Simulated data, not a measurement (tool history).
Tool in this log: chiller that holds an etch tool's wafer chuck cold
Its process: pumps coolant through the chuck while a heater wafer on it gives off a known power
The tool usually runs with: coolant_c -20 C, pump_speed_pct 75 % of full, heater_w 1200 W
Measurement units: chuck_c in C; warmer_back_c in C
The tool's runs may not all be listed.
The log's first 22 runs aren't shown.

| run | hour | coolant_c | pump_speed_pct | heater_w | chuck_c | warmer_back_c |
|---|---|---|---|---|---|---|
| 23 | 688.9 | -11 | 75 | 1200 | -2.6 | 3.21 |
| 24 | 714.0 | -15 | 88 | 648 | -10.9 | 1.52 |
| 25 | 741.0 | -22 | 88 | 648 | -18.0 | 1.47 |
| 26 | 761.3 | -18 | 70 | 965 | -10.9 | 2.68 |
| 27 | 779.6 | -20 | 75 | 685 | -15.0 | 1.87 |
| 28 | 812.3 | -20 | 75 | 685 | -15.4 | 1.83 |
| 29 | 838.3 | -20 | 75 | 685 | -15.3 | 1.81 |
| 30 | 862.2 | -20 | 75 | 722 | -14.8 | 1.92 |
| 31 | 886.5 | -20 | 77 | 722 | -14.9 | 1.89 |

Each row is a separate what-if for the run after 31, all from the same tool condition, not one after another. Results?
| A | 906.5 | -24 | 68 | 1660 | ? | ? |
| B | 906.5 | -28 | 75 | 1200 | ? | ? |
| C | 906.5 | -19 | 75 | 1139 | ? | ? |
| D | 906.5 | -28 | 82 | 736 | ? | ? |
| E | 906.5 | -20 | 100 | 1793 | ? | ? |

| run | chuck_c | warmer_back_c |
|---|---|---|
| A | -11.1 | 4.89 |
| B | -19.4 | 3.23 |
| C | -10.9 | 3.02 |
| D | -23.2 | 1.79 |
| E | -9.9 | 3.53 |
Stripped of hidden state, with their random variation kept, the same runs would have yielded:
| run | chuck_c | warmer_back_c |
|---|---|---|
| A | -12.2 | 4.71 |
| B | -20.1 | 3.11 |
| C | -11.5 | 2.90 |
| D | -23.6 | 1.72 |
| E | -10.8 | 3.40 |
